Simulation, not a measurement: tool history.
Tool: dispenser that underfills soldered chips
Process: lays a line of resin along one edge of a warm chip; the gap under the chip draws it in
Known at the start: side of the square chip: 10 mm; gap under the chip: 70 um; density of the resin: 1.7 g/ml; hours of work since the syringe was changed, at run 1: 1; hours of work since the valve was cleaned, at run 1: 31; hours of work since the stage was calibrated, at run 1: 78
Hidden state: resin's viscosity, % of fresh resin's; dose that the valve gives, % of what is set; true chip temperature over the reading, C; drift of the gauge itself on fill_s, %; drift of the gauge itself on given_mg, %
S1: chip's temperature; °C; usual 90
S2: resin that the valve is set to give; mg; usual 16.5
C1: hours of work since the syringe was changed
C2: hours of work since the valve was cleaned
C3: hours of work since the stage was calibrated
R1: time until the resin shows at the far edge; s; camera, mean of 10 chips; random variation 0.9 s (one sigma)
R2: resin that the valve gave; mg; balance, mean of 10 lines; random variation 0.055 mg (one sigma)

Run 1, hour 0.0: usual settings; C1 1; C2 31; C3 78. Result: R1 89.3 s, R2 16.18 mg.
Run 2, hour 4.1: usual settings; C1 4; C2 34; C3 81. Result: R1 100.9 s, R2 16.25 mg.
Run 3, hour 8.3: usual settings; C1 7; C2 37; C3 84. Result: R1 116.5 s, R2 16.28 mg.
At hour 9.0: new syringe of resin.
Run 4, hour 14.5: usual settings; C1 4; C2 42; C3 88. Result: R1 105.2 s, R2 16.18 mg.
At hour 19.0: new syringe of resin.
Run 5, hour 21.4: usual settings; C1 2; C2 47; C3 93. Result: R1 94.9 s, R2 16.30 mg.
Run 6, hour 26.7: usual settings but S2 21.2 mg; C1 6; C2 51; C3 97. Result: R1 110.2 s, R2 20.75 mg.
At hour 28.9: new syringe of resin.
Run 7, hour 29.9: usual settings but S2 20.6 mg; C1 1; C2 53; C3 99. Result: R1 87.3 s, R2 20.13 mg.
Run 8, hour 34.3: usual settings but S2 20.6 mg; C1 4; C2 56; C3 102. Result: R1 102.5 s, R2 19.96 mg.
At hour 38.5: new syringe of resin.
Run 9, hour 38.5: usual settings; C1 0; C2 59; C3 105. Result: R1 86.9 s, R2 16.08 mg.
Run 10, hour 43.2: usual settings; C1 3; C2 62; C3 109. Result: R1 101.2 s, R2 15.98 mg.
At hour 48.2: new syringe of resin.
Run 11, hour 49.4: usual settings; C1 1; C2 67; C3 113. Result: R1 91.7 s, R2 16.11 mg.
Run 12, hour 56.2: usual settings but S1 96 °C, S2 19.0 mg; C1 6; C2 72; C3 118. Result: R1 85.5 s, R2 18.31 mg.
At hour 57.8: new syringe of resin.
Run 13, hour 60.0: usual settings but S2 15.4 mg; C1 2; C2 74; C3 120. Result: R1 98.3 s, R2 14.88 mg.
Run 14, hour 64.0: usual settings but S2 15.4 mg; C1 5; C2 77; C3 123. Result: R1 111.7 s, R2 14.89 mg.
At hour 67.8: new syringe of resin.
Run 15, hour 70.3: usual settings but S2 15.4 mg; C1 2; C2 82; C3 128. Result: R1 98.1 s, R2 14.76 mg.
Run 16, hour 77.0: usual settings but S1 92 °C, S2 20.2 mg; C1 7; C2 87; C3 133. Result: R1 106.2 s, R2 19.50 mg.

The next listed run, before its measurement:
At hour 77.7: new syringe of resin.
Run 17, hour 82.1: usual settings but S1 92 °C, S2 20.2 mg; C1 3; C2 90; C3 136. Result: R1 ?, R2 ?.

R1: 89.0 s
R2: 19.38 mg
Without the tool's hidden state the same run would have given R1 74.8 s, R2 20.19 mg.

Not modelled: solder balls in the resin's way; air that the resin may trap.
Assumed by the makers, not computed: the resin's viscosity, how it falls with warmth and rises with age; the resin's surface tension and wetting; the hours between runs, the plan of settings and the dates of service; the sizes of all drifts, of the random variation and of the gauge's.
